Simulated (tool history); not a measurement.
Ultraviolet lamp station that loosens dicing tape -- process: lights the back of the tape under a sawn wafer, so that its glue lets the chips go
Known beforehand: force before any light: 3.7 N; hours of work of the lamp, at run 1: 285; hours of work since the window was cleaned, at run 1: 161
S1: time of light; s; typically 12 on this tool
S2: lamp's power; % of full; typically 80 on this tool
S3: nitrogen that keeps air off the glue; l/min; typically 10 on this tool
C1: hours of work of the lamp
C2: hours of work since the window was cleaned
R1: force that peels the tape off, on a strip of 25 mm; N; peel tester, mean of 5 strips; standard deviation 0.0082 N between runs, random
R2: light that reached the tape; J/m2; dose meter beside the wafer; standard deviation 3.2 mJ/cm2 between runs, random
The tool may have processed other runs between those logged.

{"run": 1, "hour": 0.0, "S1": 12, "S2": 80, "S3": 10, "C1": 285, "C2": 161, "R1": 0.323, "R2": 4860}
{"run": 2, "hour": 8.4, "S1": 12, "S2": 80, "S3": 10, "C1": 291, "C2": 166, "R1": 0.32, "R2": 4820}
{"run": 3, "hour": 16.8, "S1": 12, "S2": 68, "S3": 10, "C1": 297, "C2": 172, "R1": 0.434, "R2": 4170}
{"run": 4, "hour": 35.3, "S1": 12, "S2": 80, "S3": 10, "C1": 309, "C2": 185, "R1": 0.329, "R2": 4870}
{"run": 5, "hour": 46.7, "S1": 12, "S2": 80, "S3": 10, "C1": 317, "C2": 193, "R1": 0.324, "R2": 4780}
{"run": 6, "hour": 60.3, "S1": 12, "S2": 92, "S3": 10, "C1": 327, "C2": 202, "R1": 0.254, "R2": 5600}
{"run": 7, "hour": 76.8, "S1": 12, "S2": 92, "S3": 10, "C1": 338, "C2": 214, "R1": 0.255, "R2": 5560}
{"run": 8, "hour": 87.0, "S1": 12, "S2": 92, "S3": 10, "C1": 345, "C2": 221, "R1": 0.263, "R2": 5580}
{"run": 9, "hour": 96.8, "S1": 7, "S2": 80, "S3": 10, "C1": 352, "C2": 228, "R1": 0.784, "R2": 2850}
{"run": 10, "hour": 112.4, "S1": 12, "S2": 80, "S3": 4, "C1": 363, "C2": 238, "R1": 0.449, "R2": 4940}
{"run": 11, "hour": 122.1, "S1": 12, "S2": 80, "S3": 5, "C1": 369, "C2": 245, "R1": 0.419, "R2": 4830}
{"run": 12, "hour": 140.1, "S1": 12, "S2": 80, "S3": 5, "C1": 382, "C2": 257, "R1": 0.411, "R2": 4850}
{"run": 13, "hour": 153.1, "S1": 12, "S2": 80, "S3": 5, "C1": 391, "C2": 266, "R1": 0.432, "R2": 4880}
{"run": 14, "hour": 172.0, "S1": 12, "S2": 80, "S3": 5, "C1": 404, "C2": 280, "R1": 0.4, "R2": 4850}
{"run": 15, "hour": 186.6, "S1": 12, "S2": 80, "S3": 5, "C1": 414, "C2": 290, "R1": 0.428, "R2": 4780}
{"run": 16, "hour": 196.3, "S1": 8, "S2": 80, "S3": 10, "C1": 421, "C2": 296, "R1": 0.662, "R2": 3240}
{"run": 17, "hour": 207.2, "S1": 12, "S2": 80, "S3": 10, "C1": 428, "C2": 304, "R1": 0.328, "R2": 4900}
{"run": 18, "hour": 221.7, "S1": 12, "S2": 80, "S3": 10, "C1": 438, "C2": 314, "R1": 0.33, "R2": 4880}
{"run": 19, "hour": 233.0, "S1": 12, "S2": 80, "S3": 10, "C1": 446, "C2": 322, "R1": 0.322, "R2": 4900}
{"run": 20, "hour": 252.2, "S1": 12, "S2": 80, "S3": 10, "C1": 459, "C2": 335, "R1": 0.321, "R2": 4870}
{"run": 21, "hour": 271.5, "S1": 12, "S2": 80, "S3": 10, "C1": 473, "C2": 348, "R1": 0.314, "R2": 4880}
{"run": 22, "hour": 290.1, "S1": 12, "S2": 80, "S3": 10, "C1": 485, "C2": 361, "R1": 0.331, "R2": 4860}
{"run": 23, "hour": 305.1, "S1": 12, "S2": 84, "S3": 10, "C1": 496, "C2": 371, "R1": 0.302, "R2": 5100}
{"run": 24, "hour": 319.2, "S1": 13, "S2": 68, "S3": 10, "C1": 506, "C2": 381, "R1": 0.366, "R2": 4480}
{"run": 25, "hour": 328.7, "S1": 12, "S2": 79, "S3": 10, "C1": 512, "C2": 388, "R1": 0.326, "R2": 4840}
{"hour": 335.8, "done": "window cleaned of glue's vapour"}
{"run": 26, "hour": 343.9, "S1": 12, "S2": 99, "S3": 10, "C1": 522, "C2": 6, "R1": 0.234, "R2": 6040}
{"run": 27, "hour": 361.7, "S1": 12, "S2": 99, "S3": 10, "C1": 535, "C2": 18, "R1": 0.222, "R2": 6060}
{"run": 28, "hour": 379.6, "S1": 7, "S2": 81, "S3": 10, "C1": 547, "C2": 30, "R1": 0.772, "R2": 2880}
{"run": 29, "hour": 397.3, "S1": 7, "S2": 81, "S3": 9, "C1": 559, "C2": 43, "R1": 0.786, "R2": 2880}
{"run": 30, "hour": 411.0, "S1": 7, "S2": 81, "S3": 9, "C1": 569, "C2": 52, "R1": 0.784, "R2": 2870}
{"run": 31, "hour": 427.1, "S1": 10, "S2": 80, "S3": 10, "C1": 580, "C2": 63, "R1": 0.451, "R2": 4100}
{"run": 32, "hour": 441.6, "S1": 9, "S2": 81, "S3": 4, "C1": 590, "C2": 73, "R1": 0.704, "R2": 3700}
{"run": 33, "hour": 454.1, "S1": 15, "S2": 81, "S3": 10, "C1": 598, "C2": 82, "R1": 0.227, "R2": 6100}
{"run": 34, "hour": 466.6, "S1": 15, "S2": 81, "S3": 10, "C1": 607, "C2": 90, "R1": 0.219, "R2": 6140}
{"run": 35, "hour": 483.1, "S1": 23, "S2": 80, "S3": 10, "C1": 619, "C2": 102, "R1": 0.154, "R2": 9310}
{"run": 36, "hour": 497.8, "S1": 23, "S2": 80, "S3": 10, "C1": 629, "C2": 112, "R1": 0.155, "R2": 9430}
{"run": 37, "hour": 516.9, "S1": 7, "S2": 79, "S3": 10, "C1": 642, "C2": 125, "R1": 0.802, "R2": 2770}
{"run": 38, "hour": 532.8, "S1": 19, "S2": 87, "S3": 11, "C1": 653, "C2": 136, "R1": 0.147, "R2": 8380}
{"run": 39, "hour": 542.1, "S1": 19, "S2": 84, "S3": 10, "C1": 659, "C2": 143, "R1": 0.169, "R2": 8040}
{"run": 40, "hour": 552.0, "S1": 6, "S2": 80, "S3": 4, "C1": 666, "C2": 149, "R1": 1.207, "R2": 2440}
{"run": 41, "hour": 568.3, "S1": 9, "S2": 80, "S3": 4, "C1": 677, "C2": 161, "R1": 0.719, "R2": 3620}
{"run": 42, "hour": 579.8, "S1": 9, "S2": 83, "S3": 6, "C1": 685, "C2": 169, "R1": 0.576, "R2": 3790}
{"run": 43, "hour": 598.7, "S1": 10, "S2": 63, "S3": 15, "C1": 698, "C2": 182, "R1": 0.575, "R2": 3140}

Alternative continuations, all from the tool just after run 43; predict every row:
{"run": "A", "hour": 617.4, "S1": 8, "S2": 77, "S3": 13, "C1": 711, "C2": 195, "R1": "?", "R2": "?"}
{"run": "B", "hour": 617.4, "S1": 21, "S2": 63, "S3": 9, "C1": 711, "C2": 195, "R1": "?", "R2": "?"}
{"run": "C", "hour": 617.4, "S1": 8, "S2": 80, "S3": 8, "C1": 711, "C2": 195, "R1": "?", "R2": "?"}
{"run": "D", "hour": 617.4, "S1": 11, "S2": 84, "S3": 3, "C1": 711, "C2": 195, "R1": "?", "R2": "?"}

run=A R1=0.595 R2=3090
run=B R1=0.196 R2=6690
run=C R1=0.675 R2=3210
run=D R1=0.573 R2=4720
With no hidden state in the tool, these same runs would have given:
run=A R1=0.594 R2=3100
run=B R1=0.196 R2=6700
run=C R1=0.674 R2=3220
run=D R1=0.572 R2=4730

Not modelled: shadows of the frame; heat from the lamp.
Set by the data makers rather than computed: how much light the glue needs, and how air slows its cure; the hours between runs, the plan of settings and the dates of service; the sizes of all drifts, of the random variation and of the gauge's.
